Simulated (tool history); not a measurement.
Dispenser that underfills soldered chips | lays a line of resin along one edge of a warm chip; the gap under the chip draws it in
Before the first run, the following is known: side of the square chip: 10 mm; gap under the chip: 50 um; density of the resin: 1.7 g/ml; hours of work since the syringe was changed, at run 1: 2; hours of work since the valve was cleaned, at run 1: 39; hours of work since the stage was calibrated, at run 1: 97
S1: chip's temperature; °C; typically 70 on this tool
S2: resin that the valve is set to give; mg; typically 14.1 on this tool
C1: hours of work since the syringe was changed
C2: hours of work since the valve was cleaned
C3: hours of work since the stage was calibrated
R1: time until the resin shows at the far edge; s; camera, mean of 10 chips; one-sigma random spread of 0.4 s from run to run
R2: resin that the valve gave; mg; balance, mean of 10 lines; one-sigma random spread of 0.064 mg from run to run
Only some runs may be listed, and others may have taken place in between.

run 1 hour=0 | S1=70 S2=14.1 | C1=2 C2=39 C3=97 | R1=29.1 R2=13.94
-- hour=5.4 new syringe of resin
run 2 hour=6.9 | S1=70 S2=14.1 | C1=1 C2=44 C3=102 | R1=27.5 R2=13.71
-- hour=13.7 new syringe of resin
run 3 hour=13.7 | S1=70 S2=14.1 | C1=0 C2=49 C3=107 | R1=27.7 R2=13.69
run 4 hour=18.2 | S1=70 S2=14.1 | C1=4 C2=52 C3=110 | R1=30.5 R2=13.6
-- hour=21.5 new syringe of resin
run 5 hour=26.3 | S1=62 S2=14.1 | C1=4 C2=59 C3=117 | R1=42.3 R2=13.65
-- hour=29.6 new syringe of resin
run 6 hour=30.8 | S1=70 S2=14.1 | C1=1 C2=62 C3=120 | R1=28.1 R2=13.53
-- hour=37.4 new syringe of resin
run 7 hour=37.4 | S1=70 S2=14.1 | C1=0 C2=67 C3=125 | R1=28 R2=13.56
-- hour=39.6 dispensing valve cleaned and set on the balance
run 8 hour=43.4 | S1=82 S2=14.1 | C1=4 C2=3 C3=129 | R1=20.2 R2=14.13
-- hour=46.1 new syringe of resin
run 9 hour=50.2 | S1=82 S2=14.1 | C1=3 C2=8 C3=134 | R1=19.9 R2=14.14
-- hour=54.1 new syringe of resin
run 10 hour=54.8 | S1=70 S2=13.6 | C1=1 C2=11 C3=137 | R1=27.9 R2=13.55
run 11 hour=60.5 | S1=70 S2=13.6 | C1=5 C2=16 C3=142 | R1=32.4 R2=13.56
-- hour=62.1 new syringe of resin
run 12 hour=66.3 | S1=70 S2=13.6 | C1=3 C2=20 C3=146 | R1=30.7 R2=13.56
-- hour=70.1 new syringe of resin
run 13 hour=72.7 | S1=70 S2=13.6 | C1=2 C2=25 C3=151 | R1=30.2 R2=13.49
-- hour=78.2 new syringe of resin
run 14 hour=80 | S1=70 S2=14.1 | C1=1 C2=31 C3=157 | R1=28.5 R2=13.93
-- hour=86.1 new syringe of resin
run 15 hour=88 | S1=70 S2=14.1 | C1=2 C2=37 C3=163 | R1=29.8 R2=13.94
-- hour=94 new syringe of resin
run 16 hour=95.5 | S1=70 S2=14.1 | C1=1 C2=42 C3=168 | R1=28.7 R2=13.81
run 17 hour=99.4 | S1=70 S2=13.8 | C1=4 C2=46 C3=171 | R1=31.8 R2=13.48
-- hour=102.1 new syringe of resin
run 18 hour=106.9 | S1=77 S2=14.7 | C1=4 C2=51 C3=177 | R1=24.1 R2=14.4
-- hour=110.2 new syringe of resin
run 19 hour=111.6 | S1=67 S2=14.8 | C1=1 C2=55 C3=181 | R1=31.3 R2=14.41
run 20 hour=115.6 | S1=67 S2=14.8 | C1=4 C2=58 C3=184 | R1=35.5 R2=14.31
-- hour=118.5 new syringe of resin
run 21 hour=122.8 | S1=81 S2=12.5 | C1=3 C2=63 C3=189 | R1=21.1 R2=12.16
-- hour=126.5 new syringe of resin
-- hour=130.1 dispensing valve cleaned and set on the balance
run 22 hour=130.7 | S1=81 S2=12.5 | C1=3 C2=0 C3=194 | R1=20.4 R2=12.66
run 23 hour=134.3 | S1=81 S2=12.5 | C1=5 C2=3 C3=197 | R1=22.2 R2=12.46
-- hour=135.4 new syringe of resin
run 24 hour=139.4 | S1=70 S2=16.3 | C1=3 C2=7 C3=201 | R1=30 R2=16.32
-- hour=143.4 new syringe of resin
run 25 hour=147.1 | S1=63 S2=17.3 | C1=3 C2=13 C3=207 | R1=39.2 R2=17.19
-- hour=151.3 new syringe of resin
run 26 hour=154.6 | S1=60 S2=14.1 | C1=3 C2=19 C3=213 | R1=44.6 R2=13.98
-- hour=159.3 new syringe of resin
run 27 hour=162.3 | S1=60 S2=14.1 | C1=2 C2=24 C3=218 | R1=44.2 R2=13.96
-- hour=167.1 new syringe of resin
run 28 hour=168.1 | S1=60 S2=14.1 | C1=1 C2=29 C3=223 | R1=42.2 R2=13.89

Consider 3 possible next runs. They are alternatives, not a sequence: every one starts from the tool as it was left by run 28. What does each give?
run A hour=172.9 | S1=57 S2=15.5 | C1=5 C2=33 C3=227 | R1=? R2=?
run B hour=172.9 | S1=62 S2=15.6 | C1=5 C2=33 C3=227 | R1=? R2=?
run C hour=172.9 | S1=66 S2=14.1 | C1=5 C2=33 C3=227 | R1=? R2=?

run=A R1=52.7 R2=15.37
run=B R1=42.6 R2=15.24
run=C R1=37.5 R2=13.87
Take away the tool's hidden state, keep each run's random variation, and the runs would have read:
run=A R1=42.4 R2=15.61
run=B R1=34.3 R2=15.48
run=C R1=30.3 R2=14.09
